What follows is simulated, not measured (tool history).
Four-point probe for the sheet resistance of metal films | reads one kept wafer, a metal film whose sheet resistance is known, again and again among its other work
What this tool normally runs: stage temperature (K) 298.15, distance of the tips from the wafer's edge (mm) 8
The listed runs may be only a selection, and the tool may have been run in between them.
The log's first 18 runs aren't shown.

run	hour	stage temperature (K)	distance of the tips from the wafer's edge (mm)	touches since the probe head was changed	hours of work since the stage's thermometer was calibrated	sheet resistance as the instrument gives it (ohm/square)
19	869.6	298.15	6	42353	1043	3.679676
20	928.4	298.15	6	44099	1067	3.68095
21	975.4	302.15	31	45494	1086	3.634909
22	1018.6	300.15	73	46775	1103	3.645841
23	1081.2	299.15	9	48633	1129	3.662288
24	1147.6	297.15	67	50602	1155	3.66438
25	1178.3	293.15	4	51514	1168	3.736613
26	1207.3	293.15	4	52374	1180	3.735335
27	1262.5	293.15	4	54013	1202	3.73554
28	1301.8	302.15	18	55177	1218	3.638392
29	1348.8	299.15	33	56573	1237	3.652487
30	1381.4	299.15	29	57541	1250	3.652976

Below are 4 alternative next runs, each starting from the tool's condition after run 30. Predict each:
A	1416.9	299.15	36	58594	1264	?
B	1416.9	305.15	4	58594	1264	?
C	1416.9	299.15	10	58594	1264	?
D	1416.9	303.15	29	58594	1264	?

run	sheet resistance as the instrument gives it (ohm/square)
A	3.652897
B	3.667013
C	3.659331
D	3.630242
With the hidden condition removed and each run's random variation left untouched, the same runs would have given:
run	sheet resistance as the instrument gives it (ohm/square)
A	3.652634
B	3.66675
C	3.659067
D	3.629981
